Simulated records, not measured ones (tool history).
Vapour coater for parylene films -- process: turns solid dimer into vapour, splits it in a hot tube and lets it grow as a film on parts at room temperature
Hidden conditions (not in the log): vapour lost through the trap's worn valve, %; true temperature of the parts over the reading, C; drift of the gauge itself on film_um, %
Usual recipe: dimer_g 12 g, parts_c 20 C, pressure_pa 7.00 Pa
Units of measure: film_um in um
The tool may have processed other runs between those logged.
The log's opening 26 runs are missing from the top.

run,hour,dimer_g,parts_c,pressure_pa,hours of work since the trap's valve was overhauled,hours of work since the table's thermometer was calibrated,film_um
27,332.8,7,19,6.43,78,290,5.57
28,348.5,7,19,6.43,88,299,5.57
29,355.6,14,31,2.09,92,303,10.08
30,363.3,14,31,2.09,97,308,10.09
31,373.0,7,25,6.46,102,313,4.58
32,388.8,9,20,5.32,112,323,7.25
33,401.4,6,15,4.29,119,330,5.88
34,412.3,7,15,10.32,126,337,5.62
35,420.5,7,15,10.32,131,342,5.56
36,431.4,7,26,6.50,137,348,4.33
37,438.8,10,20,7.00,141,353,7.42
38,451.2,12,20,4.12,149,360,10.09
39,460.3,18,15,9.14,154,365,14.57
40,467.7,6,13,2.02,159,370,6.30
41,484.3,7,20,7.24,169,380,5.06
42,499.1,6,20,9.32,177,388,4.11
43,509.6,6,20,9.32,184,395,4.10
44,520.8,6,20,9.32,190,401,4.14
45,534.4,6,20,9.32,198,409,4.05
46,543.5,6,20,9.32,204,415,4.12

3 options for the next run, each taken on its own from the tool as it stands now. Forecast them:
A,557.5,6,20,8.77,212,423,?
B,557.5,9,26,2.94,212,423,?
C,557.5,11,20,7.00,212,423,?

run,film_um
A,4.10
B,6.70
C,7.83
Stripped of hidden state, with their random variation kept, the same runs would have yielded:
run,film_um
A,4.45
B,7.26
C,8.50
